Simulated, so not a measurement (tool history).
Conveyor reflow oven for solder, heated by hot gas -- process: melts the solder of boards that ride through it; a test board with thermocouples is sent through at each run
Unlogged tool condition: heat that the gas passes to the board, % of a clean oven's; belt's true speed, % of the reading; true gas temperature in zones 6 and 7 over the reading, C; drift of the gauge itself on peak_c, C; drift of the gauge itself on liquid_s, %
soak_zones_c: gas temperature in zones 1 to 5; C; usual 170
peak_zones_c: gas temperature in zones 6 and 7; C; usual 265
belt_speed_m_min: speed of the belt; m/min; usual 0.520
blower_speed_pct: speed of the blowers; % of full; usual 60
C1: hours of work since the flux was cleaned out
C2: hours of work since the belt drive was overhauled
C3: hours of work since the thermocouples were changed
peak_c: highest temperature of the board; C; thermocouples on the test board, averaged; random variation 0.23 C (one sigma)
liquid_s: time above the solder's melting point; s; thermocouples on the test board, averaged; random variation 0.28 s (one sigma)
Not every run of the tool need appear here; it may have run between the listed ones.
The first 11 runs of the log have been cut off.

run 12 hour=161.7 | soak_zones_c=170 peak_zones_c=260 belt_speed_m_min=0.520 blower_speed_pct=60 | C1=92 C2=201 C3=948 | peak_c=240.2 liquid_s=39.5
run 13 hour=176.6 | soak_zones_c=170 peak_zones_c=260 belt_speed_m_min=0.520 blower_speed_pct=60 | C1=98 C2=207 C3=954 | peak_c=240.7 liquid_s=39.3
run 14 hour=195.9 | soak_zones_c=162 peak_zones_c=265 belt_speed_m_min=0.520 blower_speed_pct=60 | C1=106 C2=215 C3=962 | peak_c=242.2 liquid_s=38.7
run 15 hour=212.8 | soak_zones_c=162 peak_zones_c=265 belt_speed_m_min=0.520 blower_speed_pct=60 | C1=113 C2=222 C3=969 | peak_c=242.5 liquid_s=39.0
-- hour=217.7 belt drive overhauled, speed set with a stopwatch
run 16 hour=230.4 | soak_zones_c=162 peak_zones_c=265 belt_speed_m_min=0.462 blower_speed_pct=63 | C1=119 C2=5 C3=974 | peak_c=248.8 liquid_s=50.9
run 17 hour=246.9 | soak_zones_c=162 peak_zones_c=265 belt_speed_m_min=0.462 blower_speed_pct=63 | C1=126 C2=12 C3=981 | peak_c=248.4 liquid_s=51.0
run 18 hour=266.0 | soak_zones_c=165 peak_zones_c=273 belt_speed_m_min=0.448 blower_speed_pct=56 | C1=134 C2=20 C3=989 | peak_c=253.7 liquid_s=57.7
run 19 hour=274.3 | soak_zones_c=165 peak_zones_c=273 belt_speed_m_min=0.448 blower_speed_pct=56 | C1=137 C2=23 C3=992 | peak_c=253.7 liquid_s=56.9
run 20 hour=292.3 | soak_zones_c=170 peak_zones_c=271 belt_speed_m_min=0.520 blower_speed_pct=51 | C1=144 C2=31 C3=1000 | peak_c=244.5 liquid_s=42.2
run 21 hour=312.2 | soak_zones_c=157 peak_zones_c=265 belt_speed_m_min=0.520 blower_speed_pct=60 | C1=153 C2=39 C3=1008 | peak_c=241.1 liquid_s=35.9
run 22 hour=323.2 | soak_zones_c=170 peak_zones_c=265 belt_speed_m_min=0.422 blower_speed_pct=80 | C1=157 C2=44 C3=1013 | peak_c=257.1 liquid_s=67.7
-- hour=332.6 belt drive overhauled, speed set with a stopwatch, once more
run 23 hour=339.8 | soak_zones_c=170 peak_zones_c=265 belt_speed_m_min=0.422 blower_speed_pct=80 | C1=162 C2=3 C3=1018 | peak_c=256.5 liquid_s=66.5
run 24 hour=359.0 | soak_zones_c=170 peak_zones_c=265 belt_speed_m_min=0.422 blower_speed_pct=80 | C1=170 C2=11 C3=1026 | peak_c=256.5 liquid_s=67.2
run 25 hour=378.1 | soak_zones_c=170 peak_zones_c=265 belt_speed_m_min=0.422 blower_speed_pct=80 | C1=178 C2=19 C3=1034 | peak_c=257.0 liquid_s=67.0
run 26 hour=390.1 | soak_zones_c=170 peak_zones_c=265 belt_speed_m_min=0.422 blower_speed_pct=80 | C1=183 C2=24 C3=1039 | peak_c=256.6 liquid_s=67.4
-- hour=403.7 thermocouples of zones 6 and 7 changed
run 27 hour=403.7 | soak_zones_c=170 peak_zones_c=265 belt_speed_m_min=0.520 blower_speed_pct=67 | C1=188 C2=29 C3=0 | peak_c=243.9 liquid_s=42.4
run 28 hour=423.6 | soak_zones_c=172 peak_zones_c=257 belt_speed_m_min=0.454 blower_speed_pct=59 | C1=196 C2=37 C3=8 | peak_c=239.6 liquid_s=45.3
run 29 hour=436.2 | soak_zones_c=170 peak_zones_c=269 belt_speed_m_min=0.520 blower_speed_pct=78 | C1=201 C2=42 C3=13 | peak_c=250.1 liquid_s=48.6
run 30 hour=445.0 | soak_zones_c=177 peak_zones_c=265 belt_speed_m_min=0.520 blower_speed_pct=60 | C1=205 C2=46 C3=17 | peak_c=242.8 liquid_s=42.8

Predict each of these 5 candidate next runs independently; none follows another, all start after run 30:
run A hour=461.6 | soak_zones_c=170 peak_zones_c=265 belt_speed_m_min=0.520 blower_speed_pct=87 | C1=212 C2=52 C3=24 | peak_c=? liquid_s=?
run B hour=461.6 | soak_zones_c=170 peak_zones_c=272 belt_speed_m_min=0.608 blower_speed_pct=60 | C1=212 C2=52 C3=24 | peak_c=? liquid_s=?
run C hour=461.6 | soak_zones_c=170 peak_zones_c=262 belt_speed_m_min=0.520 blower_speed_pct=60 | C1=212 C2=52 C3=24 | peak_c=? liquid_s=?
run D hour=461.6 | soak_zones_c=168 peak_zones_c=259 belt_speed_m_min=0.520 blower_speed_pct=60 | C1=212 C2=52 C3=24 | peak_c=? liquid_s=?
run E hour=461.6 | soak_zones_c=177 peak_zones_c=265 belt_speed_m_min=0.438 blower_speed_pct=60 | C1=212 C2=52 C3=24 | peak_c=? liquid_s=?

run=A peak_c=248.7 liquid_s=48.2
run=B peak_c=239.2 liquid_s=30.4
run=C peak_c=238.3 liquid_s=36.7
run=D peak_c=235.6 liquid_s=33.2
run=E peak_c=248.3 liquid_s=58.8
The same runs, with their run-to-run variation unchanged, on a tool lacking any hidden condition would have given:
run=A peak_c=250.8 liquid_s=50.3
run=B peak_c=241.6 liquid_s=33.0
run=C peak_c=240.2 liquid_s=39.2
run=D peak_c=237.5 liquid_s=35.9
run=E peak_c=249.8 liquid_s=60.6
